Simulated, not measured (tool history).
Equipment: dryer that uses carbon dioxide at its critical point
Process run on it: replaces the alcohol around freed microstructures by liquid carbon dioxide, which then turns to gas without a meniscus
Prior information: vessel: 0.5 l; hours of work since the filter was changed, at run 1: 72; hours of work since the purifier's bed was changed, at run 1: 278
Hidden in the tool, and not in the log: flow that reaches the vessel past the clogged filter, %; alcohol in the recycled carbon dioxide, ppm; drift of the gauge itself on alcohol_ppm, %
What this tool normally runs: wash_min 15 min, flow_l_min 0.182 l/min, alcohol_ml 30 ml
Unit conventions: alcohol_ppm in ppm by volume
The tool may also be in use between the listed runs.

run	day	wash_min	flow_l_min	alcohol_ml	hours of work since the filter was changed	hours of work since the purifier's bed was changed	alcohol_ppm
1	0	15	0.182	30	72	278	1432
2	1.379	15	0.182	30	91	297	1435
3	3.088	15	0.284	30	114	320	243
4	5.329	19	0.284	30	145	351	122
5	6.933	19	0.284	30	167	373	129
6	8.554	15	0.182	30	190	396	1516
7	10.421	15	0.182	21	216	421	1160
8	12.167	9	0.182	30	240	445	6738
9	14.104	9	0.182	30	266	472	6828
# day 15.642: inlet filter changed
10	16.392	9	0.182	30	10	503	6158
11	17.812	9	0.182	30	30	523	6150
12	19.3	15	0.182	30	50	543	1445
13	21.692	14	0.264	30	83	576	496
14	23.175	14	0.113	43	104	597	9338
15	24.442	14	0.113	43	121	614	9583
16	26.612	10	0.223	30	151	644	3010
17	28.279	22	0.223	80	174	667	358
18	30.533	23	0.182	102	205	698	867
# day 31.912: purifier's bed changed
19	32.262	15	0.219	85	227	5	2114
20	33.246	17	0.185	104	241	18	3118
21	35.229	17	0.185	104	268	46	3279
# day 36.692: inlet filter changed
22	37.192	9	0.182	73	7	72	14422
23	38.362	15	0.182	101	23	88	4459

Here are 4 independent what-if runs from the current tool condition. What would each one return?
A	39.612	12	0.182	25	40	106	?
B	39.612	10	0.19	20	40	106	?
C	39.612	15	0.182	37	40	106	?
D	39.612	15	0.182	81	40	106	?

run	alcohol_ppm
A	2385
B	2861
C	1646
D	3639
Without the tool's hidden state the same runs would have given:
run	alcohol_ppm
A	2246
B	2716
C	1523
D	3395
